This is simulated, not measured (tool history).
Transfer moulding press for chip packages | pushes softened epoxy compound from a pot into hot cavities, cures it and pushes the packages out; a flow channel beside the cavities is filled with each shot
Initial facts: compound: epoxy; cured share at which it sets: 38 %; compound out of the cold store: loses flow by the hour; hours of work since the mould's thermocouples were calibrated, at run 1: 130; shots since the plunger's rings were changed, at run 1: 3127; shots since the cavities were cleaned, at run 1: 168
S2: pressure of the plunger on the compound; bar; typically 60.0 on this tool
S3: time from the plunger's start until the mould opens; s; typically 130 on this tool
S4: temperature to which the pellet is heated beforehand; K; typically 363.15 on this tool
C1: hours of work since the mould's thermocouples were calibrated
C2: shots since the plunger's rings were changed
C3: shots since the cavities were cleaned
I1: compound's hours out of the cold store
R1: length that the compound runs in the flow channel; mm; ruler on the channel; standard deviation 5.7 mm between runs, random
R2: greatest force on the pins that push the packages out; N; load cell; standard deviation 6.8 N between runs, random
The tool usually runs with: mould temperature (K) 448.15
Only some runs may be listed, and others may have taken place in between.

Run 1, hour 0.0: usual settings; C1 130; C2 3127; C3 168; I1 20.8. Result: R1 607 mm, R2 344 N.
At hour 50.7: plunger's sealing rings changed.
At hour 52.2: cavities cleaned with cleaning compound and waxed.
Run 2, hour 84.9: usual settings; C1 184; C2 334; C3 334; I1 35.7. Result: R1 603 mm, R2 382 N.
At hour 123.7: cavities cleaned with cleaning compound and waxed.
Run 3, hour 164.1: usual settings; C1 236; C2 1126; C3 411; I1 36.6. Result: R1 585 mm, R2 381 N.
At hour 198.7: cavities cleaned with cleaning compound and waxed.
Run 4, hour 236.9: usual settings; C1 284; C2 1853; C3 390; I1 23.2. Result: R1 615 mm, R2 384 N.
At hour 271.0: cavities cleaned with cleaning compound and waxed.
Run 5, hour 307.2: usual settings but S2 65.5 bar; C1 330; C2 2554; C3 369; I1 23.7. Result: R1 630 mm, R2 392 N.
At hour 341.0: cavities cleaned with cleaning compound and waxed.
Run 6, hour 366.8: usual settings but S2 65.5 bar; C1 368; C2 3146; C3 263; I1 47.1. Result: R1 574 mm, R2 337 N.
At hour 410.8: plunger's sealing rings changed.
At hour 412.3: cavities cleaned with cleaning compound and waxed.
Run 7, hour 436.0: usual settings; C1 412; C2 241; C3 241; I1 14.4. Result: R1 654 mm, R2 341 N.
At hour 479.9: cavities cleaned with cleaning compound and waxed.
Run 8, hour 510.1: usual settings; C1 461; C2 982; C3 308; I1 11.0. Result: R1 662 mm, R2 367 N.
At hour 548.3: cavities cleaned with cleaning compound and waxed.
Run 9, hour 580.2: usual settings; C1 506; C2 1681; C3 325; I1 35.0. Result: R1 574 mm, R2 360 N.
At hour 616.9: cavities cleaned with cleaning compound and waxed.
Run 10, hour 633.5: usual settings; C1 541; C2 2209; C3 170; I1 28.9. Result: R1 589 mm, R2 316 N.
At hour 684.9: cavities cleaned with cleaning compound and waxed.
At hour 733.3: mould's thermocouples calibrated.
Run 11, hour 736.1: usual settings but S4 370.15 K; C1 2; C2 3219; C3 502; I1 23.6. Result: R1 599 mm, R2 392 N.
At hour 756.1: cavities cleaned with cleaning compound and waxed.
At hour 778.7: plunger's sealing rings changed.
Run 12, hour 796.7: usual settings; C1 40; C2 184; C3 389; I1 21.8. Result: R1 629 mm, R2 389 N.
At hour 825.2: cavities cleaned with cleaning compound and waxed.
Run 13, hour 844.3: usual settings; C1 71; C2 654; C3 195; I1 38.9. Result: R1 588 mm, R2 342 N.
At hour 894.4: cavities cleaned with cleaning compound and waxed.
Run 14, hour 902.1: usual settings; C1 108; C2 1227; C3 78; I1 24.4. Result: R1 618 mm, R2 281 N.
At hour 961.9: cavities cleaned with cleaning compound and waxed.
Run 15, hour 984.5: usual settings but S2 46.8 bar, S4 362.15 K; C1 162; C2 2052; C3 230; I1 43.3. Result: R1 511 mm, R2 347 N.
At hour 1029.7: cavities cleaned with cleaning compound and waxed.
Run 16, hour 1031.5: usual settings but mould temperature (K) 446.15, S2 67.6 bar, S3 110 s, S4 369.15 K; C1 193; C2 2516; C3 19; I1 33.2. Result: R1 616 mm, R2 360 N.
Run 17, hour 1089.6: usual settings but mould temperature (K) 446.15, S2 65.7 bar, S3 110 s, S4 358.15 K; C1 232; C2 3108; C3 611; I1 28.8. Result: R1 611 mm, R2 550 N.
At hour 1097.9: cavities cleaned with cleaning compound and waxed.
At hour 1137.0: plunger's sealing rings changed.
At hour 1167.0: cavities cleaned with cleaning compound and waxed.
Run 18, hour 1198.3: usual settings but mould temperature (K) 456.15, S2 52.6 bar, S3 140 s; C1 301; C2 609; C3 319; I1 38.1. Result: R1 526 mm, R2 332 N.
At hour 1237.3: cavities cleaned with cleaning compound and waxed.
Run 19, hour 1263.6: usual settings but mould temperature (K) 456.15, S2 52.6 bar, S3 140 s; C1 343; C2 1260; C3 269; I1 28.3. Result: R1 545 mm, R2 320 N.
At hour 1306.7: cavities cleaned with cleaning compound and waxed.
Run 20, hour 1354.8: usual settings but mould temperature (K) 452.15, S2 70.9 bar, S3 122 s, S4 359.15 K; C1 403; C2 2173; C3 490; I1 11.6. Result: R1 676 mm, R2 393 N.
At hour 1379.2: cavities cleaned with cleaning compound and waxed.
Run 21, hour 1409.5: usual settings but mould temperature (K) 452.15, S2 70.9 bar, S3 122 s, S4 359.15 K; C1 439; C2 2716; C3 309; I1 34.0. Result: R1 619 mm, R2 336 N.
At hour 1445.3: cavities cleaned with cleaning compound and waxed.
Run 22, hour 1460.7: usual settings but S3 150 s; C1 472; C2 3222; C3 157; I1 46.1. Result: R1 542 mm, R2 297 N.
At hour 1503.0: plunger's sealing rings changed.
At hour 1515.8: cavities cleaned with cleaning compound and waxed.
Run 23, hour 1532.2: usual settings but mould temperature (K) 443.15, S2 57.9 bar, S3 115 s, S4 357.15 K; C1 517; C2 283; C3 168; I1 9.2. Result: R1 670 mm, R2 509 N.
At hour 1585.0: cavities cleaned with cleaning compound and waxed.
Run 24, hour 1601.1: usual settings but S4 364.15 K; C1 562; C2 969; C3 164; I1 42.6. Result: R1 573 mm, R2 307 N.
At hour 1659.1: cavities cleaned with cleaning compound and waxed.
At hour 1668.2: mould's thermocouples calibrated.
Run 25, hour 1677.0: usual settings but mould temperature (K) 440.15, S3 118 s, S4 366.15 K; C1 6; C2 1707; C3 162; I1 37.9. Result: R1 607 mm, R2 572 N.
At hour 1735.9: cavities cleaned with cleaning compound and waxed.
Run 26, hour 1747.0: usual settings but mould temperature (K) 454.15, S3 139 s; C1 52; C2 2405; C3 113; I1 41.4. Result: R1 543 mm, R2 295 N.
At hour 1804.3: cavities cleaned with cleaning compound and waxed.
Run 27, hour 1814.4: usual settings but mould temperature (K) 454.15, S3 139 s; C1 96; C2 3077; C3 103; I1 16.3. Result: R1 604 mm, R2 267 N.

Entry by entry between the runs, the difference in hidden state between the last listed run before and the first listed run after:
After run 1, before run 2: plunger's sealing rings changed (hour 50.7); cavities cleaned with cleaning compound and waxed (hour 52.2)
  true mould temperature over the reading, C: 0.11 -> 0.18; pressure that reaches the compound, % of what is set: 90.61 -> 98.81; grip of the stained cavities, % over clean ones': 22.5 -> 36.4
  measured minus no-state result, R1: -31 -> -4 mm; R2: +61 -> +100 N
After run 2, before run 3: cavities cleaned with cleaning compound and waxed (hour 123.7)
  true mould temperature over the reading, C: 0.18 -> 0.24; pressure that reaches the compound, % of what is set: 98.81 -> 96.43; grip of the stained cavities, % over clean ones': 36.4 -> 42.6
  measured minus no-state result, R1: -4 -> -12 mm; R2: +100 -> +114 N
After run 3, before run 4: cavities cleaned with cleaning compound and waxed (hour 198.7)
  true mould temperature over the reading, C: 0.24 -> 0.29; pressure that reaches the compound, % of what is set: 96.43 -> 94.15; grip of the stained cavities, % over clean ones': 42.6 -> 38.4
  measured minus no-state result, R1: -12 -> -20 mm; R2: +114 -> +104 N
After run 4, before run 5: cavities cleaned with cleaning compound and waxed (hour 271.0)
  true mould temperature over the reading, C: 0.29 -> 0.34; pressure that reaches the compound, % of what is set: 94.15 -> 91.92; grip of the stained cavities, % over clean ones': 38.4 -> 39.7
  measured minus no-state result, R1: -20 -> -28 mm; R2: +104 -> +109 N
After run 5, before run 6: cavities cleaned with cleaning compound and waxed (hour 341.0)
  true mould temperature over the reading, C: 0.34 -> 0.39; pressure that reaches the compound, % of what is set: 91.92 -> 90.3; grip of the stained cavities, % over clean ones': 39.7 -> 27.7
  measured minus no-state result, R1: -28 -> -31 mm; R2: +109 -> +71 N
After run 6, before run 7: plunger's sealing rings changed (hour 410.8); cavities cleaned with cleaning compound and waxed (hour 412.3)
  true mould temperature over the reading, C: 0.39 -> 0.44; pressure that reaches the compound, % of what is set: 90.3 -> 99; grip of the stained cavities, % over clean ones': 27.7 -> 28
  measured minus no-state result, R1: -31 -> -5 mm; R2: +71 -> +73 N
After run 7, before run 8: cavities cleaned with cleaning compound and waxed (hour 479.9)
  true mould temperature over the reading, C: 0.44 -> 0.5; pressure that reaches the compound, % of what is set: 99 -> 96.63; grip of the stained cavities, % over clean ones': 28 -> 34.6
  measured minus no-state result, R1: -5 -> -13 mm; R2: +73 -> +90 N
After run 8, before run 9: cavities cleaned with cleaning compound and waxed (hour 548.3)
  true mould temperature over the reading, C: 0.5 -> 0.55; pressure that reaches the compound, % of what is set: 96.63 -> 94.56; grip of the stained cavities, % over clean ones': 34.6 -> 32.5
  measured minus no-state result, R1: -13 -> -18 mm; R2: +90 -> +84 N
After run 9, before run 10: cavities cleaned with cleaning compound and waxed (hour 616.9)
  true mould temperature over the reading, C: 0.55 -> 0.59; pressure that reaches the compound, % of what is set: 94.56 -> 93.04; grip of the stained cavities, % over clean ones': 32.5 -> 20.9
  measured minus no-state result, R1: -18 -> -24 mm; R2: +84 -> +52 N
After run 10, before run 11: cavities cleaned with cleaning compound and waxed (hour 684.9); mould's thermocouples calibrated (hour 733.3)
  true mould temperature over the reading, C: 0.59 -> 0.05; pressure that reaches the compound, % of what is set: 93.04 -> 89.86; grip of the stained cavities, % over clean ones': 20.9 -> 47.2
  measured minus no-state result, R1: -24 -> -33 mm; R2: +52 -> +127 N
After run 11, before run 12: cavities cleaned with cleaning compound and waxed (hour 756.1); plunger's sealing rings changed (hour 778.7)
  true mould temperature over the reading, C: 0.05 -> 0.09; pressure that reaches the compound, % of what is set: 89.86 -> 98.99; grip of the stained cavities, % over clean ones': 47.2 -> 37
  measured minus no-state result, R1: -33 -> -4 mm; R2: +127 -> +104 N
After run 12, before run 13: cavities cleaned with cleaning compound and waxed (hour 825.2)
  true mould temperature over the reading, C: 0.09 -> 0.12; pressure that reaches the compound, % of what is set: 98.99 -> 97.56; grip of the stained cavities, % over clean ones': 37 -> 24.1
  measured minus no-state result, R1: -4 -> -8 mm; R2: +104 -> +65 N
After run 13, before run 14: cavities cleaned with cleaning compound and waxed (hour 894.4)
  true mould temperature over the reading, C: 0.12 -> 0.17; pressure that reaches the compound, % of what is set: 97.56 -> 95.93; grip of the stained cavities, % over clean ones': 24.1 -> 7.9
  measured minus no-state result, R1: -8 -> -13 mm; R2: +65 -> +20 N
After run 14, before run 15: cavities cleaned with cleaning compound and waxed (hour 961.9)
  true mould temperature over the reading, C: 0.17 -> 0.23; pressure that reaches the compound, % of what is set: 95.93 -> 93.55; grip of the stained cavities, % over clean ones': 7.9 -> 24.3
  measured minus no-state result, R1: -13 -> -17 mm; R2: +20 -> +67 N
After run 15, before run 16: cavities cleaned with cleaning compound and waxed (hour 1029.7)
  true mould temperature over the reading, C: 0.23 -> 0.26; pressure that reaches the compound, % of what is set: 93.55 -> 92.15; grip of the stained cavities, % over clean ones': 24.3 -> 2.6
  measured minus no-state result, R1: -17 -> -27 mm; R2: +67 -> +3 N
After run 17, before run 18: cavities cleaned with cleaning compound and waxed (hour 1097.9); plunger's sealing rings changed (hour 1137.0); cavities cleaned with cleaning compound and waxed (hour 1167.0)
  true mould temperature over the reading, C: 0.31 -> 0.38; pressure that reaches the compound, % of what is set: 90.33 -> 97.78; grip of the stained cavities, % over clean ones': 52.3 -> 34.7
  measured minus no-state result, R1: -33 -> -7 mm; R2: +183 -> +85 N
After run 18, before run 19: cavities cleaned with cleaning compound and waxed (hour 1237.3)
  true mould temperature over the reading, C: 0.38 -> 0.43; pressure that reaches the compound, % of what is set: 97.78 -> 95.85; grip of the stained cavities, % over clean ones': 34.7 -> 27.1
  measured minus no-state result, R1: -7 -> -12 mm; R2: +85 -> +68 N
After run 19, before run 20: cavities cleaned with cleaning compound and waxed (hour 1306.7)
  true mould temperature over the reading, C: 0.43 -> 0.49; pressure that reaches the compound, % of what is set: 95.85 -> 93.07; grip of the stained cavities, % over clean ones': 27.1 -> 46.2
  measured minus no-state result, R1: -12 -> -27 mm; R2: +68 -> +121 N
After run 20, before run 21: cavities cleaned with cleaning compound and waxed (hour 1379.2)
  true mould temperature over the reading, C: 0.49 -> 0.53; pressure that reaches the compound, % of what is set: 93.07 -> 91.61; grip of the stained cavities, % over clean ones': 46.2 -> 31.1
  measured minus no-state result, R1: -27 -> -30 mm; R2: +121 -> +78 N
After run 21, before run 22: cavities cleaned with cleaning compound and waxed (hour 1445.3)
  true mould temperature over the reading, C: 0.53 -> 0.57; pressure that reaches the compound, % of what is set: 91.61 -> 90.05; grip of the stained cavities, % over clean ones': 31.1 -> 18.2
  measured minus no-state result, R1: -30 -> -31 mm; R2: +78 -> +45 N
After run 22, before run 23: plunger's sealing rings changed (hour 1503.0); cavities cleaned with cleaning compound and waxed (hour 1515.8)
  true mould temperature over the reading, C: 0.57 -> 0.62; pressure that reaches the compound, % of what is set: 90.05 -> 98.71; grip of the stained cavities, % over clean ones': 18.2 -> 19.5
  measured minus no-state result, R1: -31 -> -7 mm; R2: +45 -> +61 N
After run 23, before run 24: cavities cleaned with cleaning compound and waxed (hour 1585.0)
  true mould temperature over the reading, C: 0.62 -> 0.67; pressure that reaches the compound, % of what is set: 98.71 -> 96.62; grip of the stained cavities, % over clean ones': 19.5 -> 15.8
  measured minus no-state result, R1: -7 -> -12 mm; R2: +61 -> +39 N
After run 24, before run 25: cavities cleaned with cleaning compound and waxed (hour 1659.1); mould's thermocouples calibrated (hour 1668.2)
  true mould temperature over the reading, C: 0.67 -> -0.04; pressure that reaches the compound, % of what is set: 96.62 -> 94.49; grip of the stained cavities, % over clean ones': 15.8 -> 16.1
  measured minus no-state result, R1: -12 -> -18 mm; R2: +39 -> +82 N
After run 25, before run 26: cavities cleaned with cleaning compound and waxed (hour 1735.9)
  true mould temperature over the reading, C: -0.04 -> 0.01; pressure that reaches the compound, % of what is set: 94.49 -> 92.65; grip of the stained cavities, % over clean ones': 16.1 -> 14.2
  measured minus no-state result, R1: -18 -> -22 mm; R2: +82 -> +36 N
After run 26, before run 27: cavities cleaned with cleaning compound and waxed (hour 1804.3)
  true mould temperature over the reading, C: 0.01 -> 0.06; pressure that reaches the compound, % of what is set: 92.65 -> 90.73; grip of the stained cavities, % over clean ones': 14.2 -> 11.7
  measured minus no-state result, R1: -22 -> -31 mm; R2: +36 -> +29 N
